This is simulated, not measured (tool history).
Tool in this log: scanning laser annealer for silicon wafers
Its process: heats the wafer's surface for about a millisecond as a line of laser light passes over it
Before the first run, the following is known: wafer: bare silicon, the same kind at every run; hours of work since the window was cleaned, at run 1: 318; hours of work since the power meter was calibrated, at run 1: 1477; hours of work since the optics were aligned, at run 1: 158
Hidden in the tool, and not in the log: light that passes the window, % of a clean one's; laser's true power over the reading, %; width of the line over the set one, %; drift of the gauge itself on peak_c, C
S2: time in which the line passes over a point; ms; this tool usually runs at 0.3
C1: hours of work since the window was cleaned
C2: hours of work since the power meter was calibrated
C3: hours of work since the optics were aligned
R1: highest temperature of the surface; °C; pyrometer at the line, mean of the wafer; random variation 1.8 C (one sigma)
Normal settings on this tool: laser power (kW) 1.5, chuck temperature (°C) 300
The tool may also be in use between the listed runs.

Run 1, hour 0: usual settings; C1 318; C2 1477; C3 158. Result: R1 1044 °C.
Run 2, hour 84.9: usual settings; C1 376; C2 1536; C3 217. Result: R1 1041 °C.
Run 3, hour 155.8: usual settings; C1 425; C2 1585; C3 266. Result: R1 1041 °C.
Run 4, hour 212.4: usual settings but S2 0.243 ms; C1 465; C2 1624; C3 305. Result: R1 972 °C.
At hour 236.8: window over the wafer cleaned.
Run 5, hour 264.7: usual settings but chuck temperature (°C) 276; C1 19; C2 1659; C3 340. Result: R1 1028 °C.
Run 6, hour 346.4: usual settings but chuck temperature (°C) 276; C1 76; C2 1716; C3 396. Result: R1 1021 °C.
Run 7, hour 394.6: usual settings but chuck temperature (°C) 276; C1 109; C2 1749; C3 429. Result: R1 1022 °C.
Run 8, hour 465.8: usual settings but chuck temperature (°C) 276; C1 158; C2 1798; C3 479. Result: R1 1021 °C.
Run 9, hour 541.5: usual settings but chuck temperature (°C) 276; C1 211; C2 1851; C3 531. Result: R1 1015 °C.
Run 10, hour 612.5: usual settings but chuck temperature (°C) 303; C1 260; C2 1900; C3 580. Result: R1 1042 °C.
Run 11, hour 646.9: usual settings but chuck temperature (°C) 303; C1 284; C2 1923; C3 604. Result: R1 1038 °C.
Run 12, hour 699.5: usual settings but chuck temperature (°C) 303; C1 320; C2 1960; C3 640. Result: R1 1038 °C.
Run 13, hour 782.8: usual settings but chuck temperature (°C) 303; C1 378; C2 2017; C3 698. Result: R1 1032 °C.
Run 14, hour 822.5: usual settings but chuck temperature (°C) 303; C1 405; C2 2045; C3 725. Result: R1 1033 °C.
Run 15, hour 882.1: usual settings; C1 446; C2 2086; C3 767. Result: R1 1029 °C.
At hour 900.3: optics aligned, line set to its width.
At hour 934.7: window over the wafer cleaned.
Run 16, hour 943: usual settings; C1 6; C2 2123; C3 28. Result: R1 1054 °C.
Run 17, hour 982.5: usual settings but chuck temperature (°C) 337; C1 33; C2 2151; C3 56. Result: R1 1092 °C.
Run 18, hour 1058.7: usual settings; C1 86; C2 2204; C3 108. Result: R1 1056 °C.
Run 19, hour 1110.6: usual settings; C1 122; C2 2239; C3 144. Result: R1 1054 °C.
Run 20, hour 1176: usual settings; C1 167; C2 2285; C3 189. Result: R1 1048 °C.
Run 21, hour 1238.1: usual settings; C1 210; C2 2328; C3 232. Result: R1 1046 °C.
Run 22, hour 1282.5: usual settings; C1 241; C2 2358; C3 263. Result: R1 1045 °C.
Run 23, hour 1331.2: usual settings; C1 274; C2 2392; C3 297. Result: R1 1040 °C.
Run 24, hour 1370.5: usual settings; C1 301; C2 2419; C3 324. Result: R1 1041 °C.
Run 25, hour 1453.4: usual settings but laser power (kW) 1.646, S2 0.259 ms; C1 359; C2 2477; C3 381. Result: R1 1053 °C.
Run 26, hour 1524.7: usual settings but laser power (kW) 1.593, chuck temperature (°C) 316; C1 408; C2 2526; C3 431. Result: R1 1094 °C.
Run 27, hour 1592.1: usual settings but S2 0.291 ms, chuck temperature (°C) 338; C1 455; C2 2573; C3 477. Result: R1 1059 °C.
At hour 1630.1: window over the wafer cleaned.
Run 28, hour 1635.4: usual settings but S2 0.291 ms, chuck temperature (°C) 338; C1 4; C2 2601; C3 506. Result: R1 1074 °C.
Run 29, hour 1674.9: usual settings but laser power (kW) 1.444, S2 0.256 ms, chuck temperature (°C) 317; C1 31; C2 2628; C3 533. Result: R1 982 °C.
Run 30, hour 1729.6: usual settings but laser power (kW) 1.444, S2 0.254 ms, chuck temperature (°C) 307; C1 69; C2 2666; C3 571. Result: R1 971 °C.
Run 31, hour 1784.9: usual settings but laser power (kW) 1.544; C1 107; C2 2705; C3 609. Result: R1 1060 °C.
Run 32, hour 1820.1: usual settings but laser power (kW) 1.37, S2 0.349 ms, chuck temperature (°C) 336; C1 131; C2 2729; C3 634. Result: R1 1056 °C.
Run 33, hour 1896.2: usual settings but chuck temperature (°C) 264; C1 184; C2 2782; C3 686. Result: R1 999 °C.
Run 34, hour 1944.3: usual settings but S2 0.298 ms, chuck temperature (°C) 276; C1 217; C2 2815; C3 719. Result: R1 1007 °C.
Run 35, hour 2001.3: usual settings but laser power (kW) 1.583, S2 0.29 ms, chuck temperature (°C) 303; C1 257; C2 2854; C3 759. Result: R1 1060 °C.
At hour 2027.6: optics aligned, line set to its width.
Run 36, hour 2087.8: usual settings but S2 0.222 ms, chuck temperature (°C) 267; C1 313; C2 2911; C3 42. Result: R1 915 °C.
Run 37, hour 2132.8: usual settings but S2 0.222 ms, chuck temperature (°C) 267; C1 344; C2 2942; C3 73. Result: R1 918 °C.
Run 38, hour 2180.2: usual settings but laser power (kW) 1.442, S2 0.211 ms; C1 377; C2 2975; C3 106. Result: R1 910 °C.
Run 39, hour 2222.5: usual settings but laser power (kW) 1.638, chuck temperature (°C) 314; C1 406; C2 3004; C3 135. Result: R1 1120 °C.
Run 40, hour 2303.1: usual settings but laser power (kW) 1.397, S2 0.369 ms, chuck temperature (°C) 294; C1 462; C2 3060; C3 191. Result: R1 1050 °C.
At hour 2332.1: window over the wafer cleaned.
Run 41, hour 2351.1: usual settings but laser power (kW) 1.397, S2 0.369 ms, chuck temperature (°C) 294; C1 13; C2 3091; C3 222. Result: R1 1064 °C.

Alternative continuations, all from the tool just after run 41; predict every row:
Run A, hour 2394.8: usual settings but laser power (kW) 1.428, S2 0.247 ms, chuck temperature (°C) 313; C1 43; C2 3122; C3 253. Result: R1 ?.
Run B, hour 2394.8: usual settings but laser power (kW) 1.579, S2 0.222 ms, chuck temperature (°C) 287; C1 43; C2 3122; C3 253. Result: R1 ?.
Run C, hour 2394.8: usual settings but laser power (kW) 1.397, S2 0.224 ms, chuck temperature (°C) 266; C1 43; C2 3122; C3 253. Result: R1 ?.

run   R1
  A  969
  B  978
  C  882
Without the tool's unlogged condition, the same runs would have read:
run   R1
  A  982
  B  991
  C  894
